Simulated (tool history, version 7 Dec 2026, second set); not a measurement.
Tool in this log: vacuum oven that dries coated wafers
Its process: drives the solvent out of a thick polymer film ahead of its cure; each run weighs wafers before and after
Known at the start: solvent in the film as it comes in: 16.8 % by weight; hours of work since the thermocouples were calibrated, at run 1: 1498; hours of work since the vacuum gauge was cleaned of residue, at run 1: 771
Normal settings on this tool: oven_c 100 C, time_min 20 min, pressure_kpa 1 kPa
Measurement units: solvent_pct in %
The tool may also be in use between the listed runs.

| run | hour | oven_c | time_min | pressure_kpa | hours of work since the thermocouples were calibrated | hours of work since the vacuum gauge was cleaned of residue | solvent_pct |
|---|---|---|---|---|---|---|---|
| 1 | 0 | 100 | 20 | 1 | 1498 | 771 | 3.86 |
| 2 | 25.6 | 108 | 20 | 1 | 1511 | 784 | 1.79 |
| 3 | 56 | 108 | 20 | 1 | 1527 | 800 | 1.81 |
| 4 | 89.2 | 108 | 24 | 1 | 1544 | 818 | 1.42 |
| 5 | 118.3 | 100 | 20 | 1 | 1560 | 833 | 3.85 |
| 6 | 135.5 | 100 | 20 | 1 | 1569 | 842 | 3.9 |
| 7 | 161.4 | 100 | 20 | 1 | 1582 | 856 | 3.81 |
| 8 | 198.9 | 108 | 20 | 1 | 1602 | 875 | 1.78 |
| 9 | 231.9 | 100 | 20 | 1 | 1619 | 893 | 3.87 |
| 10 | 249.4 | 100 | 20 | 0.69 | 1628 | 902 | 3.44 |
| 11 | 281.7 | 100 | 20 | 0.69 | 1645 | 919 | 3.47 |
|  | 289.5 | oven's thermocouples calibrated |
| 12 | 320.7 | 100 | 20 | 0.69 | 16 | 938 | 3.55 |
| 13 | 346.8 | 100 | 20 | 1 | 30 | 952 | 3.91 |
| 14 | 372.1 | 100 | 20 | 1 | 43 | 965 | 3.88 |
| 15 | 389.4 | 100 | 20 | 1 | 52 | 974 | 3.8 |
| 16 | 408.8 | 110 | 27 | 1.22 | 63 | 984 | 1.3 |
| 17 | 437.6 | 110 | 27 | 1.22 | 78 | 999 | 1.32 |
| 18 | 472.1 | 90 | 20 | 1 | 96 | 1017 | 7.51 |
| 19 | 510.7 | 104 | 20 | 3.32 | 116 | 1038 | 5.12 |
| 20 | 529.3 | 97 | 20 | 1 | 126 | 1047 | 4.91 |
| 21 | 548.1 | 100 | 23 | 1.86 | 135 | 1057 | 4.32 |
| 22 | 576.7 | 112 | 11 | 1.86 | 150 | 1072 | 3.29 |
| 23 | 600.1 | 100 | 30 | 3.95 | 163 | 1084 | 6.17 |
| 24 | 638.2 | 99 | 33 | 0.76 | 183 | 1104 | 2.11 |
| 25 | 673 | 105 | 13 | 0.65 | 201 | 1123 | 3.68 |
| 26 | 701 | 100 | 20 | 0.72 | 216 | 1137 | 3.55 |
| 27 | 722.9 | 93 | 18 | 1.24 | 227 | 1149 | 7.15 |
| 28 | 742.1 | 107 | 13 | 1.24 | 237 | 1159 | 3.53 |
| 29 | 777.4 | 100 | 11 | 0.92 | 256 | 1177 | 6.42 |

Consider 4 possible next runs. They are alternatives, not a sequence: every one starts from the tool as it was left by run 29. What does each give?
| A | 811.2 | 103 | 26 | 1.44 | 273 | 1195 | ? |
| B | 811.2 | 101 | 17 | 1.81 | 273 | 1195 | ? |
| C | 811.2 | 100 | 20 | 0.67 | 273 | 1195 | ? |
| D | 811.2 | 87 | 29 | 0.92 | 273 | 1195 | ? |

| run | solvent_pct |
|---|---|
| A | 2.64 |
| B | 5.1 |
| C | 3.5 |
| D | 7.02 |
With the hidden condition removed and each run's random variation left untouched, the same runs would have given:
| run | solvent_pct |
|---|---|
| A | 2.64 |
| B | 5.1 |
| C | 3.5 |
| D | 7.01 |

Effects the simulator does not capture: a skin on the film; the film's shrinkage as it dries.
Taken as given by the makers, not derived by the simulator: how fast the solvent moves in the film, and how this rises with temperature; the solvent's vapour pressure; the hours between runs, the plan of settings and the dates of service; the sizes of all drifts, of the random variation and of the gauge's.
